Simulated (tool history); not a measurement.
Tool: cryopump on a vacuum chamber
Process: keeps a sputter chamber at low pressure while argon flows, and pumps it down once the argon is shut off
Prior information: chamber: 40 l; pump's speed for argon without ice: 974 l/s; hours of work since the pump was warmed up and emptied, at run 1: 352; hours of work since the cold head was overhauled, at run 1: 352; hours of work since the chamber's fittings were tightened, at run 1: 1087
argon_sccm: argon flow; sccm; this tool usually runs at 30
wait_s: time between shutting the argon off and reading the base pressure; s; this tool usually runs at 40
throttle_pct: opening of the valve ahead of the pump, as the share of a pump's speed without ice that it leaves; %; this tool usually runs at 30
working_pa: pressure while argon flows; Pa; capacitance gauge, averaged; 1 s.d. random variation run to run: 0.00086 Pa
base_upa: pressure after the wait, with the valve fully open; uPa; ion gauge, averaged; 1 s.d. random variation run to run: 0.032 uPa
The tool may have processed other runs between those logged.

run   hour  argon_sccm  wait_s  throttle_pct  hours of work since the pump was warmed up and emptied  hours of work since the cold head was overhauled  hours of work since the chamber's fittings were tightened  working_pa  base_upa
  1    0.0          30      40            30                                                     352                                               352                                                       1087      0.1815      2.08
  2   15.3          30      40            30                                                     362                                               362                                                       1097      0.1819      2.13
  3   32.2          14      40            30                                                     373                                               373                                                       1107      0.0848      2.18
  4   43.6          14      40            30                                                     380                                               380                                                       1114      0.0849      2.12
  5   54.8          14      40            30                                                     387                                               387                                                       1121      0.0845      2.12
  6   70.4          14      40            30                                                     397                                               397                                                       1131      0.0851      2.09
  7   85.6          14      40            30                                                     406                                               406                                                       1141      0.0854      2.20
  8  102.8          14      40            30                                                     417                                               417                                                       1151      0.0859      2.12
  9  117.8          14      40            30                                                     426                                               426                                                       1161      0.0855      2.18
 10  135.8          17      40            30                                                     438                                               438                                                       1172      0.1032      2.24
 11  144.6          17      40            30                                                     443                                               443                                                       1178      0.1025      2.17
 12  164.1          48      25            50                                                     455                                               455                                                       1190      0.1835      3.04
 13  184.5          30     109            57                                                     468                                               468                                                       1203      0.1019      1.39
 14  195.4          29      35            57                                                     475                                               475                                                       1209      0.0980      2.52
 15  213.3          14      40            30                                                     486                                               486                                                       1221      0.0860      2.15
 16  223.4          30      40            18                                                     492                                               492                                                       1227      0.2976      2.30
 17  241.7          30      40            18                                                     504                                               504                                                       1238      0.3007      2.21
 18  258.3          38      21            23                                                     514                                               514                                                       1249      0.2993      3.48

Alternative continuations, all from the tool just after run 18; predict every row:
  A  268.8          30      55            30                                                     521                                               521                                                       1255           ?         ?
  B  268.8          30      40            38                                                     521                                               521                                                       1255           ?         ?
  C  268.8          13     129            18                                                     521                                               521                                                       1255           ?         ?
  D  268.8          38      21            25                                                     521                                               521                                                       1255           ?         ?

run  working_pa  base_upa
  A      0.1856      1.83
  B      0.1476      2.29
  C      0.1297      1.30
  D      0.2786      3.42
Had the tool no hidden state, the same runs would have come out as:
run  working_pa  base_upa
  A      0.1743      1.28
  B      0.1363      1.73
  C      0.1248      0.74
  D      0.2643      2.88
